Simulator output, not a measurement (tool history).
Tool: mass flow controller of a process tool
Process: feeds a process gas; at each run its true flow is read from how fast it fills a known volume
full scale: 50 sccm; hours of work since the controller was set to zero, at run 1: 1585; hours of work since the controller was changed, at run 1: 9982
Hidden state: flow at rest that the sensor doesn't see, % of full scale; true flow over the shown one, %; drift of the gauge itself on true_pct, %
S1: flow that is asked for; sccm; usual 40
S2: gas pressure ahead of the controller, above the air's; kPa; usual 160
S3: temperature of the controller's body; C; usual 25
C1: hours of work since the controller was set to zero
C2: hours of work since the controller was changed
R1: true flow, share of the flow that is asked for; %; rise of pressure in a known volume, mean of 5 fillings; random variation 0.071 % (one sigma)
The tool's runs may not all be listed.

Run 1, hour 0.0: usual settings; C1 1585; C2 9982. Result: R1 99.34 %.
Run 2, hour 403.6: usual settings; C1 1897; C2 10294. Result: R1 99.43 %.
Run 3, hour 834.9: usual settings; C1 2230; C2 10627. Result: R1 99.52 %.
Run 4, hour 1030.9: usual settings; C1 2381; C2 10779. Result: R1 99.51 %.
Run 5, hour 1317.9: usual settings; C1 2603; C2 11000. Result: R1 99.41 %.
Run 6, hour 1679.1: usual settings but S3 30 C; C1 2882; C2 11279. Result: R1 99.74 %.
At hour 1976.7: controller exchanged for a calibrated one.
Run 7, hour 2166.8: usual settings but S3 30 C; C1 147; C2 147. Result: R1 99.73 %.
Run 8, hour 2437.4: usual settings but S3 21 C; C1 356; C2 356. Result: R1 98.97 %.
Run 9, hour 2744.4: usual settings but S3 21 C; C1 593; C2 593. Result: R1 99.18 %.
Run 10, hour 3196.5: usual settings but S1 25 sccm, S2 186 kPa, S3 20 C; C1 942; C2 942. Result: R1 98.54 %.
Run 11, hour 3393.4: usual settings but S1 25 sccm, S2 186 kPa, S3 20 C; C1 1094; C2 1094. Result: R1 98.45 %.
Run 12, hour 3869.4: usual settings but S1 25 sccm, S2 186 kPa, S3 20 C; C1 1462; C2 1462. Result: R1 98.35 %.
Run 13, hour 4154.5: usual settings but S2 165 kPa, S3 40 C; C1 1682; C2 1682. Result: R1 100.77 %.
Run 14, hour 4439.3: usual settings but S2 165 kPa, S3 40 C; C1 1902; C2 1902. Result: R1 100.63 %.
Run 15, hour 4749.2: usual settings but S2 165 kPa, S3 40 C; C1 2141; C2 2141. Result: R1 100.74 %.
Run 16, hour 5054.3: usual settings but S1 10 sccm, S2 171 kPa; C1 2377; C2 2377. Result: R1 98.17 %.
Run 17, hour 5344.2: usual settings but S1 27 sccm, S2 189 kPa, S3 23 C; C1 2601; C2 2601. Result: R1 98.82 %.
Run 18, hour 5820.3: usual settings but S1 27 sccm, S2 224 kPa, S3 29 C; C1 2969; C2 2969. Result: R1 99.48 %.

Hidden state at the last listed run before each entry between runs and at the first one after, where it differs:
Between runs 6 and 7: controller exchanged for a calibrated one (hour 1976.7)
  flow at rest that the sensor doesn't see, % of full scale: -0.002 -> 0; true flow over the shown one, %: -0.04 -> 0
